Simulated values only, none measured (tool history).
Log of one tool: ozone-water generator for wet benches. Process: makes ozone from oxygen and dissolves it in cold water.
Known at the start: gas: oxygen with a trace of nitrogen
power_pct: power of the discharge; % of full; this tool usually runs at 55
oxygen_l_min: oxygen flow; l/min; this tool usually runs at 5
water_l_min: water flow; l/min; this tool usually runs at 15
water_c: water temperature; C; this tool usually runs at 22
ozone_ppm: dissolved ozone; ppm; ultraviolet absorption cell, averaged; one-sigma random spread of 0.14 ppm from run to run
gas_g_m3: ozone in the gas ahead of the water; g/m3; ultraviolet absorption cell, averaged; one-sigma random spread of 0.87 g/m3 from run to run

| run | day | power_pct | oxygen_l_min | water_l_min | water_c | ozone_ppm | gas_g_m3 |
|---|---|---|---|---|---|---|---|
| 1 | 0 | 55 | 5 | 15 | 22 | 15.3 | 141.4 |
| 2 | 1.833 | 55 | 2.81 | 15 | 22 | 14 | 174.6 |
| 3 | 3.808 | 99 | 5 | 15 | 22 | 25 | 233.7 |
| 4 | 5.171 | 55 | 5 | 15 | 22 | 15.1 | 141 |
| 5 | 7.142 | 55 | 5 | 15 | 22 | 15 | 140 |
| 6 | 8.112 | 55 | 5 | 15 | 22 | 15.1 | 142.3 |
| 7 | 9.554 | 55 | 5 | 15 | 22 | 15.3 | 142.2 |
| 8 | 10.608 | 55 | 5 | 15 | 22 | 15.2 | 140.4 |
| 9 | 11.929 | 55 | 5 | 15 | 21 | 15.4 | 140.1 |
| 10 | 13.621 | 55 | 5 | 15 | 15 | 17.1 | 140.6 |
| 11 | 15.638 | 55 | 5 | 15 | 15 | 16.9 | 140 |
| 12 | 16.612 | 55 | 5 | 15 | 15 | 16.9 | 141.9 |
| 13 | 17.742 | 55 | 5 | 15 | 15 | 16.9 | 141.1 |
| 14 | 19.083 | 55 | 5 | 15 | 22 | 15 | 142.4 |
| 15 | 20.317 | 55 | 5 | 15 | 22 | 14.9 | 139.5 |
| 16 | 22.3 | 55 | 5 | 15 | 22 | 15 | 141.6 |
| 17 | 23.771 | 55 | 5.6 | 15 | 27 | 13.8 | 133.8 |
| 18 | 24.662 | 55 | 2.72 | 15 | 22 | 13.6 | 175.3 |
| 19 | 25.962 | 55 | 4.85 | 9 | 15 | 24.7 | 141.6 |
| 20 | 27.592 | 55 | 5.54 | 9 | 22 | 21.4 | 135.6 |
| 21 | 29.604 | 55 | 5.54 | 9 | 22 | 20.9 | 134.1 |
| 22 | 31.071 | 55 | 4.91 | 13 | 22 | 16.3 | 141 |
| 23 | 32.283 | 93 | 2.58 | 14 | 14 | 24.1 | 278.4 |
| 24 | 33.679 | 93 | 2.58 | 14 | 14 | 24.3 | 274 |
| 25 | 35.529 | 74 | 2.58 | 10 | 14 | 27.4 | 227 |
| 26 | 37.625 | 100 | 3.05 | 9 | 21 | 35.4 | 277 |
| 27 | 39.171 | 100 | 3.05 | 9 | 21 | 34.6 | 278.2 |
| 28 | 40.408 | 95 | 2.8 | 15 | 22 | 21.2 | 272.9 |
| 29 | 41.646 | 95 | 2.8 | 15 | 22 | 21.2 | 271.6 |
| 30 | 43.529 | 95 | 2.8 | 15 | 22 | 21 | 268.9 |
| 31 | 44.946 | 55 | 5 | 24 | 25 | 9.3 | 138.5 |
| 32 | 46.371 | 86 | 5 | 11 | 22 | 26.7 | 201.7 |

Below, some changes in ozone_ppm between adjacent runs. For each, the amount present without the hidden state too (settings, incoming material, random variation) and the amount remaining for the hidden state with gauge scatter not shared by both compared results:
What the log doesn't record here: yield of the discharge, % of new electrodes'; contactor's efficiency, % of a clean one's; true water temperature over the reading, C; drift of the gauge itself on ozone_ppm, %; drift of the gauge itself on gas_g_m3, %.
Run 25 -> 26: power_pct 74 -> 100, oxygen_l_min 2.58 -> 3.05, water_l_min 10 -> 9, water_c 14 -> 21. ozone_ppm +8 ppm: hidden state -0.6, all else +8.6.
Run 27 -> 28: power_pct 100 -> 95, oxygen_l_min 3.05 -> 2.8, water_l_min 9 -> 15, water_c 21 -> 22. ozone_ppm -13.4 ppm: hidden state +0.6, all else -14.
Run 30 -> 31: power_pct 95 -> 55, oxygen_l_min 2.8 -> 5, water_l_min 15 -> 24, water_c 22 -> 25. ozone_ppm -11.7 ppm: hidden state +0.7, all else -12.4.
Run 31 -> 32: power_pct 55 -> 86, water_l_min 24 -> 11, water_c 25 -> 22. ozone_ppm +17.4 ppm: hidden state -1, all else +18.4.
